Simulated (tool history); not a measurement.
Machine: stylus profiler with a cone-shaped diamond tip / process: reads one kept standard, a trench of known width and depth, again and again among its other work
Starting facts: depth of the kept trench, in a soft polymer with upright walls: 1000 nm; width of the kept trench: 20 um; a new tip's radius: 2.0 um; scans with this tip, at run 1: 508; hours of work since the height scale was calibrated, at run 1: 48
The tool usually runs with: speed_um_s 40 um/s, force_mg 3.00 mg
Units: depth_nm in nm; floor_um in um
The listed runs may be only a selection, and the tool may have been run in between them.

| run | day | speed_um_s | force_mg | scans with this tip | hours of work since the height scale was calibrated | depth_nm | floor_um |
|---|---|---|---|---|---|---|---|
| 1 | 0.000 | 40 | 3.00 | 508 | 48 | 1017.20 | 16.24 |
| 2 | 0.529 | 40 | 3.00 | 614 | 58 | 1017.39 | 16.22 |
| 3 | 0.996 | 40 | 5.88 | 707 | 67 | 1027.39 | 16.27 |
| 4 | 1.475 | 40 | 5.88 | 803 | 76 | 1027.34 | 16.31 |
| 5 | 2.083 | 40 | 3.00 | 924 | 88 | 1017.32 | 16.14 |
| 6 | 2.550 | 40 | 3.00 | 1017 | 97 | 1016.99 | 16.15 |
| 7 | 3.233 | 40 | 3.00 | 1153 | 110 | 1017.17 | 16.09 |
| 8 | 3.583 | 40 | 1.20 | 1224 | 116 | 1009.27 | 16.01 |
| 9 | 4.221 | 40 | 1.20 | 1351 | 128 | 1009.31 | 15.95 |
| 10 | 4.688 | 40 | 3.00 | 1444 | 137 | 1016.94 | 16.11 |
| 11 | 5.088 | 40 | 3.00 | 1524 | 145 | 1017.15 | 16.05 |
| 12 | 5.517 | 40 | 3.00 | 1609 | 153 | 1016.91 | 15.98 |
| 13 | 6.025 | 40 | 3.00 | 1711 | 163 | 1017.41 | 16.00 |
| 14 | 6.371 | 40 | 3.00 | 1780 | 169 | 1017.13 | 16.00 |
| 15 | 6.904 | 42 | 3.00 | 1886 | 179 | 1017.25 | 16.03 |
| 16 | 7.475 | 24 | 3.00 | 2000 | 190 | 1017.03 | 16.08 |
| 17 | 8.000 | 24 | 3.00 | 2105 | 200 | 1016.79 | 16.02 |
| 18 | 8.483 | 93 | 3.00 | 2202 | 209 | 1016.84 | 15.59 |
| 19 | 9.125 | 93 | 3.00 | 2330 | 221 | 1016.92 | 15.65 |
| 20 | 9.562 | 93 | 3.00 | 2417 | 230 | 1016.92 | 15.62 |
| 21 | 10.067 | 93 | 3.00 | 2518 | 239 | 1016.67 | 15.59 |
| 22 | 10.517 | 93 | 3.00 | 2608 | 248 | 1017.05 | 15.52 |
| 23 | 10.942 | 40 | 3.93 | 2692 | 256 | 1020.20 | 15.87 |
| 24 | 11.371 | 40 | 4.55 | 2778 | 264 | 1022.63 | 15.86 |
| 25 | 11.838 | 18 | 1.29 | 2871 | 273 | 1009.56 | 15.88 |
| 26 | 12.317 | 18 | 1.29 | 2967 | 282 | 1009.09 | 15.87 |
| 27 | 12.696 | 18 | 5.99 | 3043 | 289 | 1027.12 | 15.95 |
| 28 | 13.175 | 10 | 6.47 | 3138 | 298 | 1028.68 | 15.99 |
| 29 | 13.754 | 10 | 6.47 | 3254 | 309 | 1028.67 | 15.94 |
| 30 | 14.104 | 78 | 1.51 | 3323 | 316 | 1010.62 | 15.33 |
| 31 | 14.458 | 78 | 1.51 | 3395 | 323 | 1010.63 | 15.32 |
| 32 | 15.046 | 47 | 1.51 | 3512 | 334 | 1009.92 | 15.57 |
| 33 | 15.662 | 22 | 4.83 | 3635 | 346 | 1023.07 | 15.82 |
| 34 | 16.188 | 22 | 4.83 | 3739 | 355 | 1023.37 | 15.77 |
| 35 | 16.504 | 22 | 4.83 | 3803 | 362 | 1023.15 | 15.80 |
| 36 | 17.025 | 10 | 1.47 | 3907 | 371 | 1009.97 | 15.78 |
| 37 | 17.733 | 10 | 1.47 | 4048 | 385 | 1010.05 | 15.78 |
| 38 | 18.108 | 31 | 1.62 | 4123 | 392 | 1010.74 | 15.60 |
| 39 | 18.467 | 31 | 1.62 | 4194 | 399 | 1010.23 | 15.55 |
| 40 | 18.938 | 14 | 1.37 | 4289 | 408 | 1009.04 | 15.68 |
| 41 | 19.338 | 122 | 4.88 | 4368 | 415 | 1023.15 | 15.27 |
| 42 | 20.071 | 122 | 4.88 | 4515 | 429 | 1022.96 | 15.19 |
| 43 | 20.671 | 122 | 4.88 | 4634 | 441 | 1023.26 | 15.22 |
| 44 | 21.150 | 122 | 4.88 | 4730 | 450 | 1023.04 | 15.23 |
| 45 | 21.754 | 23 | 4.65 | 4851 | 461 | 1022.29 | 15.60 |
| 46 | 22.479 | 51 | 5.95 | 4996 | 475 | 1026.35 | 15.53 |
| 47 | 22.846 | 22 | 3.44 | 5068 | 482 | 1017.89 | 15.57 |

Each run again, without the hidden state but with its own random variation kept:
The hidden state here: radius of the tip, um; height scale over the true one, %; drift of the gauge itself on depth_nm, %; drift of the gauge itself on floor_um, %.
| run | depth_nm | floor_um |
|---|---|---|
| 1 | 1017.47 | 16.31 |
| 2 | 1017.68 | 16.31 |
| 3 | 1027.70 | 16.38 |
| 4 | 1027.67 | 16.43 |
| 5 | 1017.68 | 16.29 |
| 6 | 1017.36 | 16.32 |
| 7 | 1017.58 | 16.28 |
| 8 | 1009.68 | 16.22 |
| 9 | 1009.75 | 16.18 |
| 10 | 1017.40 | 16.36 |
| 11 | 1017.63 | 16.31 |
| 12 | 1017.41 | 16.26 |
| 13 | 1017.92 | 16.29 |
| 14 | 1017.66 | 16.31 |
| 15 | 1017.80 | 16.36 |
| 16 | 1017.61 | 16.43 |
| 17 | 1017.39 | 16.38 |
| 18 | 1017.46 | 15.97 |
| 19 | 1017.57 | 16.05 |
| 20 | 1017.59 | 16.04 |
| 21 | 1017.37 | 16.03 |
| 22 | 1017.76 | 15.97 |
| 23 | 1020.94 | 16.34 |
| 24 | 1023.39 | 16.34 |
| 25 | 1010.33 | 16.38 |
| 26 | 1009.88 | 16.38 |
| 27 | 1027.94 | 16.48 |
| 28 | 1029.52 | 16.54 |
| 29 | 1029.53 | 16.51 |
| 30 | 1011.48 | 15.91 |
| 31 | 1011.50 | 15.92 |
| 32 | 1010.82 | 16.18 |
| 33 | 1024.01 | 16.45 |
| 34 | 1024.33 | 16.42 |
| 35 | 1024.13 | 16.46 |
| 36 | 1010.95 | 16.46 |
| 37 | 1011.06 | 16.48 |
| 38 | 1011.77 | 16.32 |
| 39 | 1011.28 | 16.27 |
| 40 | 1010.11 | 16.43 |
| 41 | 1024.24 | 16.03 |
| 42 | 1024.09 | 15.97 |
| 43 | 1024.41 | 16.02 |
| 44 | 1024.21 | 16.05 |
| 45 | 1023.49 | 16.44 |
| 46 | 1027.59 | 16.38 |
| 47 | 1019.13 | 16.44 |

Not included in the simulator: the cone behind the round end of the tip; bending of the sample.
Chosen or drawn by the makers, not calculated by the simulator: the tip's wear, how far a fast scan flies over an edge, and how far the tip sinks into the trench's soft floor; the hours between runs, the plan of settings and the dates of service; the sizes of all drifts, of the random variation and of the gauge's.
